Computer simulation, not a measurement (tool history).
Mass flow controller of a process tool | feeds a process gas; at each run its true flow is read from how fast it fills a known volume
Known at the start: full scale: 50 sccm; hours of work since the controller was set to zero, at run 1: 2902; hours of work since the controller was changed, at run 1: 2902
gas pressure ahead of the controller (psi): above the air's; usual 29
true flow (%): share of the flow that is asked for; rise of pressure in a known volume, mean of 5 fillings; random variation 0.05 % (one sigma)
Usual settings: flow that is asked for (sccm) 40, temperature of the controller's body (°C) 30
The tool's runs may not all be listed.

run,hour,flow that is asked for (sccm),gas pressure ahead of the controller (psi),temperature of the controller's body (°C),hours of work since the controller was set to zero,hours of work since the controller was changed,true flow (%)
1,0,40,29,30,2902,2902,98.93
2,97.1,40,25.4,30,2965,2965,98.93
3,177.6,40,25.4,27,3018,3018,99.37
4,256.4,40,25.4,27,3069,3069,99.21
5,374.7,33,25.4,27,3146,3146,98.89
6,435,33,25.4,27,3185,3185,98.88
7,534,33,25.4,27,3250,3250,98.82
8,648.1,33,25.4,27,3324,3324,98.85
9,747.1,33,25.4,27,3388,3388,98.93
10,821.4,33,25.4,27,3437,3437,98.83
11,919.1,33,25.4,27,3500,3500,98.83
12,1034.6,33,25.4,27,3575,3575,98.84
13,1087,33,25.4,27,3610,3610,98.89
14,1200.5,33,25.4,27,3683,3683,98.8
15,1322.4,33,25.4,27,3763,3763,98.84
16,1392.7,33,25.4,27,3808,3808,98.82
17,1469.4,40,29,30,3858,3858,98.92
18,1541,40,29,20,3905,3905,99.86
19,1619,40,29,37,3956,3956,98.24
20,1718.8,23,29,30,4021,4021,97.55
21,1786.2,23,29,30,4065,4065,97.62
22,1880.6,40,27.3,30,4126,4126,98.94
23,1959.9,40,29,30,4178,4178,98.81
24,2018.2,17,39.9,31,4216,4216,96.54
25,2132.2,34,37.3,32,4290,4290,98.14
26,2198.3,47,39.3,34,4333,4333,98.67
27,2285.4,15,35.7,27,4389,4389,96.68
28,2409.3,40,30.9,21,4470,4470,99.59
# hour 2415.5: controller's zero set anew
29,2489.8,8,40.3,30,48,4522,92.5
30,2615.8,10,21.8,25,130,4604,94.4
# hour 2720.6: controller's zero set anew, once more
31,2730.7,28,23.6,27,7,4678,99.73
32,2848.6,13,23.5,25,83,4755,99.3
33,2945.6,13,23.5,25,146,4818,99.22
34,3028.6,7,29,40,200,4872,97.39
35,3135.7,48,34.8,20,270,4942,100.98
36,3194.1,19,29,30,308,4980,98.88
37,3317.5,19,29,30,388,5060,99.01
38,3413.8,40,29,21,451,5123,100.66
39,3477.5,24,29,21,493,5164,100.04
40,3530.2,24,29,21,527,5199,100.03
41,3624.7,24,29,21,588,5260,99.96
42,3692.2,11,29,32,632,5304,98.18
43,3777.4,7,26.4,38,688,5360,97.07
44,3863.5,40,29,31,744,5416,99.64
45,3920.6,25,28.9,29,781,5453,99.25
46,4027.7,25,28.9,29,851,5522,99.2

How the hidden state differs across the entries between the runs, from the last listed run before each to the first after it:
Between runs 28 and 29: controller's zero set anew (hour 2415.5)
  flow at rest that the sensor doesn't see, % of full scale: -0.753 -> -0.958; true flow over the shown one, %: 0.65 -> 0.66
  measured less the result without the state, true flow (%): -0.29 -> -5.33
Between runs 30 and 31: controller's zero set anew, once more (hour 2720.6)
  flow at rest that the sensor doesn't see, % of full scale: -0.97 -> -0.025; true flow over the shown one, %: 0.67 -> 0.68
  measured less the result without the state, true flow (%): -4.18 -> +0.63

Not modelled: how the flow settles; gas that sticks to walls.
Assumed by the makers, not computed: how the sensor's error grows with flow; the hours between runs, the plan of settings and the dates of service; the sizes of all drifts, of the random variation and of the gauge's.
